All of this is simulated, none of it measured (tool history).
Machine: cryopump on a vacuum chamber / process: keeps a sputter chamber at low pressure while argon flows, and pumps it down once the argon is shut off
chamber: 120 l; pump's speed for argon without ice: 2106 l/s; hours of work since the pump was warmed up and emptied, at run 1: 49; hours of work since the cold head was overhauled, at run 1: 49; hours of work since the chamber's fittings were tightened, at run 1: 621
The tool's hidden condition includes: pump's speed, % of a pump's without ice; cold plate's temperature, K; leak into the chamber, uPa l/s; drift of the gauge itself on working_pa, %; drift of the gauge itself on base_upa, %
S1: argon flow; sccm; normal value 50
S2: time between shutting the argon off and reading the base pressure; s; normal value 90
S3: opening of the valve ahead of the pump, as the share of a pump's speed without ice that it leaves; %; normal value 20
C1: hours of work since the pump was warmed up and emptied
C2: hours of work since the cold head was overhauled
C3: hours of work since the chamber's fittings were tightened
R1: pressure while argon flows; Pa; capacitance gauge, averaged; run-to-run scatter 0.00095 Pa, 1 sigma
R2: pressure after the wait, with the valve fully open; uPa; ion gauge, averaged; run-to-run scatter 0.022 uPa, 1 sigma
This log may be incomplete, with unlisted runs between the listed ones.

run	hour	S1	S2	S3	C1	C2	C3	R1	R2
1	0.0	50	90	20	49	49	621	0.2037	1.57
2	11.4	50	90	20	54	54	626	0.2018	1.63
3	27.6	31	90	20	61	61	633	0.1257	1.61
4	38.4	31	90	20	66	66	638	0.1245	1.59
5	58.3	31	90	20	75	75	647	0.1249	1.65
6	70.4	50	90	34	80	80	652	0.1187	1.60
7	87.3	50	90	34	88	88	659	0.1215	1.63
8	101.7	69	90	33	94	94	666	0.1717	1.68
9	115.7	75	59	18	100	100	672	0.3404	1.93
10	126.7	41	175	20	105	105	677	0.1668	1.52
11	143.3	32	38	32	113	113	684	0.0821	2.32
12	160.2	32	38	32	120	120	692	0.0832	2.34
13	183.1	32	38	32	130	130	702	0.0826	2.37

For each run, the measured value with the value that run would have given without the tool's hidden condition subtracted. The run-to-run variation is shared by both, the gauge scatter possibly not:
run	R1	R2
1	+0.0018	+1.01
2	+0.0019	+1.05
3	+0.0013	+1.05
4	+0.0014	+1.05
5	+0.0016	+1.09
6	+0.0028	+1.07
7	+0.0030	+1.10
8	+0.0045	+1.12
9	+0.0051	+1.14
10	+0.0029	+1.17
11	+0.0024	+1.18
12	+0.0026	+1.20
13	+0.0027	+1.23
